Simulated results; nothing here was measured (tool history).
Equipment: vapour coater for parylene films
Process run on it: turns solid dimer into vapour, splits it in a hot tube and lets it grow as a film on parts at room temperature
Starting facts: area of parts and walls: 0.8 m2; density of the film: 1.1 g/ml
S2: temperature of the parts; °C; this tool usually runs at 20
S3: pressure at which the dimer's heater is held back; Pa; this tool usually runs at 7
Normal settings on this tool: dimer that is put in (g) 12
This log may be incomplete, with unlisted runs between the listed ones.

{"run": 1, "hour": 0.0, "dimer that is put in (g)": 12, "S2": 20, "S3": 7, "thickness of the film (µm)": 5.58}
{"run": 2, "hour": 47.2, "dimer that is put in (g)": 12, "S2": 20, "S3": 7, "thickness of the film (µm)": 5.51}
{"run": 3, "hour": 119.5, "dimer that is put in (g)": 12, "S2": 20, "S3": 7, "thickness of the film (µm)": 5.48}
{"run": 4, "hour": 188.4, "dimer that is put in (g)": 12, "S2": 20, "S3": 3.51, "thickness of the film (µm)": 5.91}
{"run": 5, "hour": 256.5, "dimer that is put in (g)": 12, "S2": 20, "S3": 6.71, "thickness of the film (µm)": 5.46}
{"run": 6, "hour": 287.9, "dimer that is put in (g)": 12, "S2": 20, "S3": 6.71, "thickness of the film (µm)": 5.44}
{"run": 7, "hour": 346.6, "dimer that is put in (g)": 18, "S2": 20, "S3": 7, "thickness of the film (µm)": 8.02}
{"run": 8, "hour": 408.7, "dimer that is put in (g)": 18, "S2": 20, "S3": 7, "thickness of the film (µm)": 7.89}
{"hour": 444.6, "done": "trap's valve overhauled"}
{"run": 9, "hour": 456.3, "dimer that is put in (g)": 18, "S2": 20, "S3": 7, "thickness of the film (µm)": 8.92}
{"run": 10, "hour": 533.6, "dimer that is put in (g)": 18, "S2": 20, "S3": 7, "thickness of the film (µm)": 8.81}
{"run": 11, "hour": 602.7, "dimer that is put in (g)": 12, "S2": 20, "S3": 7, "thickness of the film (µm)": 5.73}
{"run": 12, "hour": 657.2, "dimer that is put in (g)": 12, "S2": 20, "S3": 7, "thickness of the film (µm)": 5.74}
{"run": 13, "hour": 711.9, "dimer that is put in (g)": 12, "S2": 20, "S3": 7, "thickness of the film (µm)": 5.67}
{"run": 14, "hour": 786.6, "dimer that is put in (g)": 12, "S2": 19, "S3": 7, "thickness of the film (µm)": 5.66}
{"run": 15, "hour": 846.5, "dimer that is put in (g)": 12, "S2": 19, "S3": 7, "thickness of the film (µm)": 5.77}
{"run": 16, "hour": 898.5, "dimer that is put in (g)": 12, "S2": 19, "S3": 7, "thickness of the film (µm)": 5.82}
{"run": 17, "hour": 955.9, "dimer that is put in (g)": 8, "S2": 20, "S3": 5.45, "thickness of the film (µm)": 3.79}
{"run": 18, "hour": 1022.6, "dimer that is put in (g)": 12, "S2": 29, "S3": 7.51, "thickness of the film (µm)": 4}
{"run": 19, "hour": 1068.3, "dimer that is put in (g)": 15, "S2": 19, "S3": 4.33, "thickness of the film (µm)": 7.38}
{"run": 20, "hour": 1141.3, "dimer that is put in (g)": 8, "S2": 13, "S3": 8.71, "thickness of the film (µm)": 4.42}
{"run": 21, "hour": 1218.6, "dimer that is put in (g)": 17, "S2": 20, "S3": 7, "thickness of the film (µm)": 7.61}
{"hour": 1258.7, "done": "trap's valve overhauled"}
{"run": 22, "hour": 1260.9, "dimer that is put in (g)": 8, "S2": 20, "S3": 9.44, "thickness of the film (µm)": 3.81}
{"run": 23, "hour": 1323.3, "dimer that is put in (g)": 10, "S2": 26, "S3": 4.77, "thickness of the film (µm)": 4.14}

Here are 4 independent what-if runs from the current tool condition. What would each one return?
{"run": "A", "hour": 1389.7, "dimer that is put in (g)": 7, "S2": 27, "S3": 3.22, "thickness of the film (µm)": "?"}
{"run": "B", "hour": 1389.7, "dimer that is put in (g)": 8, "S2": 30, "S3": 9.71, "thickness of the film (µm)": "?"}
{"run": "C", "hour": 1389.7, "dimer that is put in (g)": 13, "S2": 22, "S3": 7.9, "thickness of the film (µm)": "?"}
{"run": "D", "hour": 1389.7, "dimer that is put in (g)": 13, "S2": 14, "S3": 2.7, "thickness of the film (µm)": "?"}

run=A thickness_of_the_film_(µm)=2.96
run=B thickness_of_the_film_(µm)=2.71
run=C thickness_of_the_film_(µm)=5.82
run=D thickness_of_the_film_(µm)=8.38
The same runs, with their run-to-run variation unchanged, on a tool lacking any hidden condition would have given:
run=A thickness_of_the_film_(µm)=3.1
run=B thickness_of_the_film_(µm)=2.84
run=C thickness_of_the_film_(µm)=6.12
run=D thickness_of_the_film_(µm)=8.8
